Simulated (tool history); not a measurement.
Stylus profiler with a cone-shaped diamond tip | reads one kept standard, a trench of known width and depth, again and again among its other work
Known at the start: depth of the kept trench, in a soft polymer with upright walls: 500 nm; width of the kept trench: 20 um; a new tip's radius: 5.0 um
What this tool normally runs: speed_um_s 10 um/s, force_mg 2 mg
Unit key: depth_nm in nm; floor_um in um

{"run": 1, "hour": 0.0, "speed_um_s": 10, "force_mg": 2, "depth_nm": 504.62, "floor_um": 14.45}
{"run": 2, "hour": 13.2, "speed_um_s": 10, "force_mg": 2, "depth_nm": 504.53, "floor_um": 14.45}
{"run": 3, "hour": 30.2, "speed_um_s": 10, "force_mg": 1.81, "depth_nm": 504.62, "floor_um": 14.44}
{"run": 4, "hour": 40.2, "speed_um_s": 10, "force_mg": 2.24, "depth_nm": 504.84, "floor_um": 14.42}
{"run": 5, "hour": 54.1, "speed_um_s": 6, "force_mg": 2.24, "depth_nm": 504.71, "floor_um": 14.47}
{"run": 6, "hour": 68.3, "speed_um_s": 6, "force_mg": 2.24, "depth_nm": 505.11, "floor_um": 14.44}
{"run": 7, "hour": 83.7, "speed_um_s": 6, "force_mg": 2.24, "depth_nm": 504.96, "floor_um": 14.42}
{"run": 8, "hour": 101.4, "speed_um_s": 6, "force_mg": 2.24, "depth_nm": 504.98, "floor_um": 14.38}
{"run": 9, "hour": 109.8, "speed_um_s": 10, "force_mg": 2.43, "depth_nm": 504.93, "floor_um": 14.35}
{"run": 10, "hour": 119.2, "speed_um_s": 10, "force_mg": 2.43, "depth_nm": 505.1, "floor_um": 14.36}
{"run": 11, "hour": 135.6, "speed_um_s": 10, "force_mg": 2.43, "depth_nm": 505, "floor_um": 14.4}
{"run": 12, "hour": 145.5, "speed_um_s": 10, "force_mg": 2.43, "depth_nm": 505.36, "floor_um": 14.29}
{"run": 13, "hour": 160.6, "speed_um_s": 10, "force_mg": 1, "depth_nm": 502.98, "floor_um": 14.29}
{"hour": 162.1, "done": "height scale calibrated on a step standard"}
{"run": 14, "hour": 174.1, "speed_um_s": 10, "force_mg": 1, "depth_nm": 503.3, "floor_um": 14.27}
{"run": 15, "hour": 189.5, "speed_um_s": 10, "force_mg": 2, "depth_nm": 504.75, "floor_um": 14.29}
{"run": 16, "hour": 200.8, "speed_um_s": 9, "force_mg": 2, "depth_nm": 504.65, "floor_um": 14.38}
{"run": 17, "hour": 215.7, "speed_um_s": 9, "force_mg": 2, "depth_nm": 505.02, "floor_um": 14.34}
{"hour": 226.3, "done": "height scale calibrated on a step standard, once more"}
{"run": 18, "hour": 232.6, "speed_um_s": 9, "force_mg": 2, "depth_nm": 504.51, "floor_um": 14.23}
{"run": 19, "hour": 251.2, "speed_um_s": 9, "force_mg": 2, "depth_nm": 504.33, "floor_um": 14.23}
{"run": 20, "hour": 268.7, "speed_um_s": 9, "force_mg": 2, "depth_nm": 504.08, "floor_um": 14.28}
{"run": 21, "hour": 278.6, "speed_um_s": 9, "force_mg": 2, "depth_nm": 504.21, "floor_um": 14.25}
{"run": 22, "hour": 294.7, "speed_um_s": 9, "force_mg": 2, "depth_nm": 504.26, "floor_um": 14.21}
{"run": 23, "hour": 308.7, "speed_um_s": 9, "force_mg": 2, "depth_nm": 504.11, "floor_um": 14.16}
{"run": 24, "hour": 322.5, "speed_um_s": 30, "force_mg": 5.12, "depth_nm": 508.2, "floor_um": 14.11}
{"run": 25, "hour": 341.9, "speed_um_s": 26, "force_mg": 1.5, "depth_nm": 503.56, "floor_um": 14.08}
{"run": 26, "hour": 357.7, "speed_um_s": 15, "force_mg": 1.36, "depth_nm": 503.36, "floor_um": 14.08}
{"run": 27, "hour": 374.6, "speed_um_s": 15, "force_mg": 1.42, "depth_nm": 503.45, "floor_um": 14.07}
{"run": 28, "hour": 393.5, "speed_um_s": 3, "force_mg": 3.58, "depth_nm": 506.27, "floor_um": 14.16}
{"run": 29, "hour": 405.3, "speed_um_s": 3, "force_mg": 3.58, "depth_nm": 506.39, "floor_um": 14.11}
{"run": 30, "hour": 425.1, "speed_um_s": 18, "force_mg": 4.16, "depth_nm": 507.02, "floor_um": 14.05}
{"run": 31, "hour": 436.0, "speed_um_s": 18, "force_mg": 4.16, "depth_nm": 506.74, "floor_um": 14.06}
{"run": 32, "hour": 444.9, "speed_um_s": 31, "force_mg": 3.88, "depth_nm": 506.68, "floor_um": 13.98}
{"run": 33, "hour": 461.7, "speed_um_s": 13, "force_mg": 0.71, "depth_nm": 501.83, "floor_um": 13.97}
{"run": 34, "hour": 481.7, "speed_um_s": 14, "force_mg": 2.84, "depth_nm": 505.52, "floor_um": 14.07}
{"run": 35, "hour": 499.8, "speed_um_s": 3, "force_mg": 2.84, "depth_nm": 505.35, "floor_um": 13.99}
{"run": 36, "hour": 514.2, "speed_um_s": 12, "force_mg": 3.87, "depth_nm": 506.72, "floor_um": 14.04}
{"run": 37, "hour": 532.0, "speed_um_s": 12, "force_mg": 3.87, "depth_nm": 506.76, "floor_um": 13.96}
{"run": 38, "hour": 549.5, "speed_um_s": 8, "force_mg": 1.11, "depth_nm": 502.95, "floor_um": 13.93}
{"run": 39, "hour": 564.1, "speed_um_s": 14, "force_mg": 1.13, "depth_nm": 503.11, "floor_um": 13.93}
{"run": 40, "hour": 577.7, "speed_um_s": 14, "force_mg": 1.13, "depth_nm": 502.8, "floor_um": 13.92}
{"run": 41, "hour": 588.1, "speed_um_s": 13, "force_mg": 4.4, "depth_nm": 507.31, "floor_um": 13.9}
{"run": 42, "hour": 598.5, "speed_um_s": 26, "force_mg": 4.48, "depth_nm": 507.25, "floor_um": 13.83}
{"run": 43, "hour": 612.0, "speed_um_s": 10, "force_mg": 0.88, "depth_nm": 502.51, "floor_um": 13.82}
{"run": 44, "hour": 620.8, "speed_um_s": 6, "force_mg": 1.16, "depth_nm": 502.79, "floor_um": 13.9}
{"run": 45, "hour": 637.9, "speed_um_s": 6, "force_mg": 0.85, "depth_nm": 502.65, "floor_um": 13.87}

Some steps in depth_nm, run to run, broken into two amounts with sign: the step expected even without the hidden condition (settings, incoming material, random variation), and the rest, left for the hidden condition together with whatever gauge scatter is not in both the measured and the hidden-condition-free result:
Hidden state present: radius of the tip, um; height scale over the true one, %; drift of the gauge itself on depth_nm, %; drift of the gauge itself on floor_um, %.
Run 13 -> 14: height scale calibrated on a step standard. depth_nm +0.32 nm: hidden state +0.13, all else +0.19.
Run 17 -> 18: height scale calibrated on a step standard, once more. depth_nm -0.51 nm: hidden state -0.58, all else +0.07.
Run 24 -> 25: speed_um_s 30 -> 26, force_mg 5.12 -> 1.5. depth_nm -4.64 nm: hidden state +0.01, all else -4.65.
Run 32 -> 33: speed_um_s 31 -> 13, force_mg 3.88 -> 0.71. depth_nm -4.85 nm: hidden state +0, all else -4.85.
Run 33 -> 34: speed_um_s 13 -> 14, force_mg 0.71 -> 2.84. depth_nm +3.69 nm: hidden state +0.02, all else +3.67.
Run 42 -> 43: speed_um_s 26 -> 10, force_mg 4.48 -> 0.88. depth_nm -4.74 nm: hidden state +0.01, all else -4.75.

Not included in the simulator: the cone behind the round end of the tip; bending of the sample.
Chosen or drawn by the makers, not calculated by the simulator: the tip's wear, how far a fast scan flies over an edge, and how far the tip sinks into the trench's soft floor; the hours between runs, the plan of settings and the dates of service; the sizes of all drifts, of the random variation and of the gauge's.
